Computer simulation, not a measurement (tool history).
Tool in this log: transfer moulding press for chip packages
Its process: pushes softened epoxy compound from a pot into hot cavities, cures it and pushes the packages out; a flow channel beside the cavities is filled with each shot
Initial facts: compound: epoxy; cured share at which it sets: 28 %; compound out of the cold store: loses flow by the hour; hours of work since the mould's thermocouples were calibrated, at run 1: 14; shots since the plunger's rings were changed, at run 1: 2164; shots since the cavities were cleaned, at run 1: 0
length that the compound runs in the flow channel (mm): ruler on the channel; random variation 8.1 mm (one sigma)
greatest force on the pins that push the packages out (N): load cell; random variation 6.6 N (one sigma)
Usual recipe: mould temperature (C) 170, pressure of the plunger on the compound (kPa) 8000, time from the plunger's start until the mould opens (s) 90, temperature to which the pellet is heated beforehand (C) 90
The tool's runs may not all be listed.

run	hour	mould temperature (C)	pressure of the plunger on the compound (kPa)	time from the plunger's start until the mould opens (s)	temperature to which the pellet is heated beforehand (C)	hours of work since the mould's thermocouples were calibrated	shots since the plunger's rings were changed	shots since the cavities were cleaned	incoming compound's hours out of the cold store	length that the compound runs in the flow channel (mm)	greatest force on the pins that push the packages out (N)
1	0.0	170	8000	90	90	14	2164	0	9.7	907	273
2	8.7	170	8000	90	90	20	2283	119	42.2	837	305
3	19.3	170	8000	90	90	28	2428	264	21.2	882	359
4	27.2	170	8000	90	90	34	2536	372	43.2	826	415
5	36.8	170	8000	90	90	41	2668	504	43.7	838	433
# hour 49.9: cavities cleaned with cleaning compound and waxed
6	49.9	170	8000	90	90	49	2827	0	38.0	837	566
7	58.3	170	8000	90	90	55	2941	114	23.1	873	548
8	63.2	170	8000	90	90	59	3009	182	26.0	868	565
9	69.3	170	8000	128	90	63	3093	266	31.5	843	498
10	76.0	170	8000	128	90	68	3185	358	18.4	873	486
11	86.2	170	8000	128	90	75	3325	498	47.9	812	522
12	95.3	170	8000	128	90	82	3449	622	19.7	872	506
# hour 100.5: cavities cleaned with cleaning compound and waxed, once more
13	105.4	170	8000	90	90	88	3567	68	47.6	818	293
14	114.2	170	8000	90	98	95	3687	188	40.9	806	326
15	119.4	170	8000	92	100	99	3759	260	10.2	883	353
16	128.5	170	8000	92	100	105	3883	384	44.5	802	387
17	136.2	170	6920	103	90	111	3989	490	39.4	756	392
18	146.8	173	7660	87	83	118	4134	635	29.6	802	432
# hour 150.3: cavities cleaned with cleaning compound and waxed
19	157.5	168	7660	105	83	125	4260	98	46.3	776	289
# hour 169.8: plunger's sealing rings changed
20	169.8	168	8290	128	83	132	0	232	41.2	898	309
21	178.0	170	8290	128	86	138	113	345	24.1	931	341
22	183.9	176	9690	109	80	143	194	426	14.3	989	374
23	194.5	170	9940	90	87	150	339	571	32.3	996	450
# hour 203.3: cavities cleaned with cleaning compound and waxed
24	207.0	170	9940	90	87	158	490	52	18.4	1012	276
25	218.5	170	8000	90	94	167	647	209	10.2	938	336
26	228.0	170	6300	106	92	174	777	339	37.6	780	346
27	234.0	165	9120	87	93	178	860	422	37.1	963	556

Predict each of these 5 candidate next runs independently; none follows another, all start after run 27:
A	245.1	165	6330	90	81	186	1012	574	47.8	?	?
B	245.1	170	9760	116	94	186	1012	574	16.4	?	?
C	245.1	167	7210	90	90	186	1012	574	35.8	?	?
D	245.1	174	9120	87	95	186	1012	574	13.4	?	?
E	245.1	163	9120	71	93	186	1012	574	32.6	?	?

run	length that the compound runs in the flow channel (mm)	greatest force on the pins that push the packages out (N)
A	784	573
B	1004	392
C	839	507
D	947	412
E	976	1224
Without the tool's hidden state the same runs would have given:
run	length that the compound runs in the flow channel (mm)	greatest force on the pins that push the packages out (N)
A	801	337
B	1026	224
C	857	298
D	968	240
E	998	724
